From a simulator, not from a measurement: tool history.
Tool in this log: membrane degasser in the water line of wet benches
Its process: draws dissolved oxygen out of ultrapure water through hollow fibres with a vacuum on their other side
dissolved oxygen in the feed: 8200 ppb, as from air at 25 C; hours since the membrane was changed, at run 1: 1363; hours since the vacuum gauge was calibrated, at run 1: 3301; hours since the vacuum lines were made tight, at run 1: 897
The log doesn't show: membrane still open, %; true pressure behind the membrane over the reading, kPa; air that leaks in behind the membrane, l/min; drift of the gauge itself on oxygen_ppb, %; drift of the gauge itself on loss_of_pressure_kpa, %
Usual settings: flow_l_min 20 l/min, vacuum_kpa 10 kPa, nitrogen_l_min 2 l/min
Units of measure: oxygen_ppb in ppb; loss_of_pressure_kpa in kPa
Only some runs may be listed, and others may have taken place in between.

run    hour  flow_l_min  vacuum_kpa  nitrogen_l_min  hours since the membrane was changed  hours since the vacuum gauge was calibrated  hours since the vacuum lines were made tight  oxygen_ppb  loss_of_pressure_kpa
  1       0          20          10               2                                  1363                                         3301                                           897         177                 67.74
  2   329.4          20        14.7               2                                  1692                                         3630                                          1227         284                 68.48
  3     533          20        14.7               2                                  1896                                         3834                                          1430         281                 67.75
      664.3  -- vacuum gauge calibrated
  4   816.4          20        14.7               2                                  2179                                          152                                          1713       274.8                 68.77
  5  1131.9          20          10               2                                  2494                                          468                                          2029       165.6                 68.96
  6  1304.4          20          10               2                                  2667                                          640                                          2201       166.9                  68.7
  7  1635.3          20          10               2                                  2997                                          971                                          2532       168.2                 69.17
  8  1810.8          20         6.8               2                                  3173                                         1146                                          2708        93.2                 68.94
  9  2033.6          19         6.8               2                                  3396                                         1369                                          2930          91                 65.95
 10  2369.4          19         6.8               2                                  3732                                         1705                                          3266        91.7                 66.45
 11  2585.5          26          10               2                                  3948                                         1921                                          3482         225                 90.51
 12  2739.3          26          10            0.91                                  4102                                         2075                                          3636       413.4                 90.92
 13  2915.6          20          10               2                                  4278                                         2251                                          3812       172.8                 70.28
 14  3222.8          20          10               2                                  4585                                         2558                                          4120         178                 70.54
 15  3380.8          20          10               2                                  4743                                         2716                                          4278       174.3                 70.18
 16  3555.3          20          10               2                                  4918                                         2891                                          4452       172.3                 70.39
 17  3814.7          20          10               2                                  5177                                         3150                                          4712       176.4                 70.55
 18    4026          14          10            2.74                                  5388                                         3362                                          4923        94.7                 49.83
 19  4268.2          27         7.3               2                                  5630                                         3604                                          5165       151.2                 95.73
 20  4503.6          15         9.8            0.85                                  5866                                         3839                                          5400       277.5                 53.52
     4611.4  -- vacuum gauge calibrated
 21  4702.9          15         9.8            0.85                                  6065                                           91                                          5599       263.6                 54.21
     4922.9  -- seals of the vacuum lines changed
 22    5044          13        12.1            0.81                                  6404                                          431                                           121       319.8                 46.58
 23  5241.3          13        12.1            0.81                                  6601                                          628                                           318       323.6                 47.17
 24    5566          20        16.6            3.49                                  6926                                          953                                           643       195.7                 72.62
 25  5900.7          20        16.6            3.49                                  7260                                         1287                                           978       193.7                 72.85
 26  6066.5          20        10.7            3.49                                  7426                                         1453                                          1144       115.8                 72.62
 27    6344          20        10.7            3.49                                  7704                                         1731                                          1421       118.6                 73.12
 28  6536.6          20        10.7            3.49                                  7896                                         1923                                          1614       114.6                 73.15
 29  6867.6          20        10.7            3.49                                  8227                                         2254                                          1945       118.7                 73.16
 30  7061.2          27         7.8            2.19                                  8421                                         2448                                          2138       157.9                 98.68
 31  7333.9          26        17.2            2.86                                  8694                                         2720                                          2411       315.1                 96.08
 32  7563.4          20        14.6             1.9                                  8923                                         2950                                          2641       293.3                 73.86
 33    7733          16        14.6            1.15                                  9093                                         3120                                          2810       373.7                 58.93

Each run again, without the hidden state but with its own random variation kept:
run  oxygen_ppb  loss_of_pressure_kpa
  1       169.1                 66.72
  2       274.7                 67.22
  3       271.1                 66.35
  4       271.5                 67.14
  5       162.5                 67.09
  6       163.3                 66.72
  7       163.7                 66.91
  8        89.2                 66.53
  9        86.6                  63.5
 10        86.4                 63.73
 11         216                  86.6
 12       401.6                 86.84
 13       164.5                 66.98
 14       168.6                    67
 15       164.7                 66.55
 16       162.3                 66.63
 17       165.4                 66.57
 18        87.3                 46.91
 19       137.1                 89.89
 20       260.3                 50.12
 21       255.8                 50.69
 22       318.2                 43.36
 23         321                 43.81
 24       190.2                 67.17
 25       187.5                 67.13
 26       109.3                 66.74
 27       111.3                 67.01
 28       107.2                 66.89
 29       110.3                 66.61
 30       143.5                 89.61
 31       300.6                 87.01
 32       280.2                 66.72
 33       359.5                 53.11
